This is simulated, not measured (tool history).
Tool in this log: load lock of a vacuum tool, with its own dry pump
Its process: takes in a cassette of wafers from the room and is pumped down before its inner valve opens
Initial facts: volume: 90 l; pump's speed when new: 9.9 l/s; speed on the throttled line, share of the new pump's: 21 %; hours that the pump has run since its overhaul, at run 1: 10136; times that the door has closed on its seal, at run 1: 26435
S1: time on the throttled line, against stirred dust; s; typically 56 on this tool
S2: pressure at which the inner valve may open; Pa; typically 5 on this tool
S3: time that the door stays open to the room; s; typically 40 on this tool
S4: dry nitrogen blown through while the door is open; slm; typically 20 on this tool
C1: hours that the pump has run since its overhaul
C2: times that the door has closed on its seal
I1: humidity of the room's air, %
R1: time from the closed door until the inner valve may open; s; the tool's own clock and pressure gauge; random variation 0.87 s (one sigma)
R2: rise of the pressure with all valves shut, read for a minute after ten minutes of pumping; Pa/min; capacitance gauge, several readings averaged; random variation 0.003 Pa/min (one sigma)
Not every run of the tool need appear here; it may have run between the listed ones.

{"run": 1, "hour": 0.0, "S1": 56, "S2": 5, "S3": 40, "S4": 20, "C1": 10136, "C2": 26435, "I1": 45.1, "R1": 148.6, "R2": 0.374}
{"run": 2, "hour": 127.4, "S1": 29, "S2": 5, "S3": 40, "S4": 20, "C1": 10263, "C2": 27066, "I1": 45.2, "R1": 128.2, "R2": 0.373}
{"run": 3, "hour": 286.4, "S1": 29, "S2": 5, "S3": 40, "S4": 20, "C1": 10422, "C2": 27854, "I1": 48.1, "R1": 130.2, "R2": 0.4}
{"run": 4, "hour": 493.3, "S1": 29, "S2": 5, "S3": 40, "S4": 20, "C1": 10629, "C2": 28879, "I1": 44.6, "R1": 128.6, "R2": 0.421}
{"run": 5, "hour": 658.6, "S1": 29, "S2": 5, "S3": 40, "S4": 20, "C1": 10794, "C2": 29699, "I1": 45.9, "R1": 128.2, "R2": 0.435}
{"run": 6, "hour": 909.6, "S1": 29, "S2": 5, "S3": 40, "S4": 20, "C1": 11045, "C2": 30942, "I1": 46.7, "R1": 128.1, "R2": 0.464}
{"run": 7, "hour": 1109.3, "S1": 29, "S2": 5, "S3": 40, "S4": 20, "C1": 11245, "C2": 31932, "I1": 45.4, "R1": 128.8, "R2": 0.486}
{"run": 8, "hour": 1360.4, "S1": 56, "S2": 5, "S3": 40, "S4": 20, "C1": 11496, "C2": 33176, "I1": 45.7, "R1": 150.4, "R2": 0.531}
{"run": 9, "hour": 1621.0, "S1": 56, "S2": 5, "S3": 40, "S4": 20, "C1": 11757, "C2": 34468, "I1": 41.3, "R1": 152.5, "R2": 0.565}
{"run": 10, "hour": 1844.3, "S1": 56, "S2": 5, "S3": 40, "S4": 20, "C1": 11980, "C2": 35574, "I1": 50.2, "R1": 151.2, "R2": 0.594}
{"run": 11, "hour": 2020.1, "S1": 48, "S2": 5, "S3": 40, "S4": 20, "C1": 12156, "C2": 36445, "I1": 44.9, "R1": 144.7, "R2": 0.61}
{"run": 12, "hour": 2275.7, "S1": 48, "S2": 5, "S3": 40, "S4": 20, "C1": 12411, "C2": 37712, "I1": 43.9, "R1": 145.9, "R2": 0.645}
{"run": 13, "hour": 2536.0, "S1": 56, "S2": 8, "S3": 40, "S4": 20, "C1": 12672, "C2": 39002, "I1": 46.7, "R1": 145.3, "R2": 0.674}
{"run": 14, "hour": 2738.0, "S1": 56, "S2": 8, "S3": 40, "S4": 20, "C1": 12874, "C2": 40003, "I1": 45.0, "R1": 147.0, "R2": 0.708}
{"hour": 2922.6, "done": "dry pump taken out, an overhauled one fitted"}
{"run": 15, "hour": 3016.8, "S1": 56, "S2": 5, "S3": 40, "S4": 20, "C1": 94, "C2": 41355, "I1": 45.7, "R1": 135.1, "R2": 0.733}
{"hour": 3042.5, "done": "door's seal changed, seat wiped"}
{"run": 16, "hour": 3188.0, "S1": 56, "S2": 5, "S3": 40, "S4": 20, "C1": 264, "C2": 721, "I1": 40.6, "R1": 136.1, "R2": 0.011}
{"run": 17, "hour": 3334.8, "S1": 56, "S2": 5, "S3": 40, "S4": 20, "C1": 411, "C2": 1449, "I1": 45.6, "R1": 137.0, "R2": 0.018}
{"run": 18, "hour": 3484.7, "S1": 56, "S2": 5, "S3": 40, "S4": 20, "C1": 561, "C2": 2192, "I1": 45.5, "R1": 136.0, "R2": 0.018}
{"run": 19, "hour": 3648.1, "S1": 56, "S2": 5, "S3": 40, "S4": 20, "C1": 724, "C2": 3002, "I1": 45.2, "R1": 136.0, "R2": 0.029}
{"run": 20, "hour": 3899.8, "S1": 56, "S2": 5, "S3": 40, "S4": 20, "C1": 976, "C2": 4249, "I1": 45.6, "R1": 137.6, "R2": 0.039}
{"run": 21, "hour": 4098.0, "S1": 56, "S2": 5, "S3": 40, "S4": 20, "C1": 1174, "C2": 5231, "I1": 46.9, "R1": 138.2, "R2": 0.051}
{"run": 22, "hour": 4341.8, "S1": 39, "S2": 9, "S3": 40, "S4": 20, "C1": 1418, "C2": 6439, "I1": 41.4, "R1": 117.6, "R2": 0.06}
{"run": 23, "hour": 4578.5, "S1": 56, "S2": 8, "S3": 40, "S4": 36, "C1": 1654, "C2": 7612, "I1": 41.9, "R1": 132.5, "R2": 0.06}
{"run": 24, "hour": 4744.4, "S1": 48, "S2": 8, "S3": 40, "S4": 10, "C1": 1820, "C2": 8434, "I1": 45.3, "R1": 126.7, "R2": 0.077}
{"run": 25, "hour": 4875.5, "S1": 48, "S2": 7, "S3": 142, "S4": 10, "C1": 1951, "C2": 9084, "I1": 46.1, "R1": 129.0, "R2": 0.101}
{"run": 26, "hour": 4991.8, "S1": 71, "S2": 7, "S3": 113, "S4": 10, "C1": 2068, "C2": 9660, "I1": 44.5, "R1": 146.5, "R2": 0.104}
{"run": 27, "hour": 5118.7, "S1": 33, "S2": 4, "S3": 35, "S4": 7, "C1": 2195, "C2": 10289, "I1": 46.0, "R1": 122.9, "R2": 0.092}
{"run": 28, "hour": 5257.3, "S1": 56, "S2": 6, "S3": 40, "S4": 20, "C1": 2333, "C2": 10976, "I1": 45.6, "R1": 136.1, "R2": 0.101}
{"run": 29, "hour": 5405.8, "S1": 99, "S2": 5, "S3": 122, "S4": 38, "C1": 2482, "C2": 11712, "I1": 47.3, "R1": 172.7, "R2": 0.121}
{"run": 30, "hour": 5666.9, "S1": 99, "S2": 5, "S3": 122, "S4": 38, "C1": 2743, "C2": 13006, "I1": 43.7, "R1": 172.5, "R2": 0.134}
{"run": 31, "hour": 5911.1, "S1": 64, "S2": 8, "S3": 43, "S4": 13, "C1": 2987, "C2": 14216, "I1": 43.4, "R1": 141.8, "R2": 0.147}
{"run": 32, "hour": 6182.6, "S1": 94, "S2": 8, "S3": 43, "S4": 13, "C1": 3259, "C2": 15561, "I1": 43.9, "R1": 164.0, "R2": 0.17}
{"run": 33, "hour": 6362.5, "S1": 94, "S2": 8, "S3": 43, "S4": 13, "C1": 3438, "C2": 16453, "I1": 48.3, "R1": 164.5, "R2": 0.186}
{"run": 34, "hour": 6569.7, "S1": 57, "S2": 8, "S3": 43, "S4": 6, "C1": 3646, "C2": 17479, "I1": 44.2, "R1": 136.1, "R2": 0.2}
{"run": 35, "hour": 6724.1, "S1": 56, "S2": 5, "S3": 43, "S4": 9, "C1": 3800, "C2": 18245, "I1": 41.9, "R1": 142.1, "R2": 0.206}
{"run": 36, "hour": 6903.1, "S1": 56, "S2": 10, "S3": 43, "S4": 4, "C1": 3979, "C2": 19132, "I1": 44.1, "R1": 133.3, "R2": 0.222}
{"run": 37, "hour": 7111.4, "S1": 34, "S2": 5, "S3": 40, "S4": 4, "C1": 4187, "C2": 20164, "I1": 44.8, "R1": 124.3, "R2": 0.244}

A few steps of R1 between consecutive runs. Split each: what settings, incoming material and random variation would produce without the hidden state, and what is left over for the hidden state, along with gauge scatter present in only one of the two compared results (measured, and without hidden state):
Hidden conditions of the tool in this case: pump's speed, % of a new pump's; leak at the door's seal, Pa l/s; drift of the gauge itself on ready_s, %; drift of the gauge itself on rise_pa_min, %.
Run 12 -> 13: S1 48 -> 56, S2 5 -> 8. R1 -0.6 s: hidden state -1.1, all else +0.5.
Run 14 -> 15: S2 8 -> 5, dry pump taken out, an overhauled one fitted. R1 -11.9 s: hidden state -15.1, all else +3.2.
Run 28 -> 29: S1 56 -> 99, S2 6 -> 5, S3 40 -> 122, S4 20 -> 38. R1 +36.6 s: hidden state -0.2, all else +36.8.
Run 30 -> 31: S1 99 -> 64, S2 5 -> 8, S3 122 -> 43, S4 38 -> 13. R1 -30.7 s: hidden state +0.5, all else -31.2.
Run 33 -> 34: S1 94 -> 57, S4 13 -> 6. R1 -28.4 s: hidden state +0.7, all else -29.1.
Run 36 -> 37: S1 56 -> 34, S2 10 -> 5, S3 43 -> 40. R1 -9.0 s: hidden state +1.3, all else -10.3.

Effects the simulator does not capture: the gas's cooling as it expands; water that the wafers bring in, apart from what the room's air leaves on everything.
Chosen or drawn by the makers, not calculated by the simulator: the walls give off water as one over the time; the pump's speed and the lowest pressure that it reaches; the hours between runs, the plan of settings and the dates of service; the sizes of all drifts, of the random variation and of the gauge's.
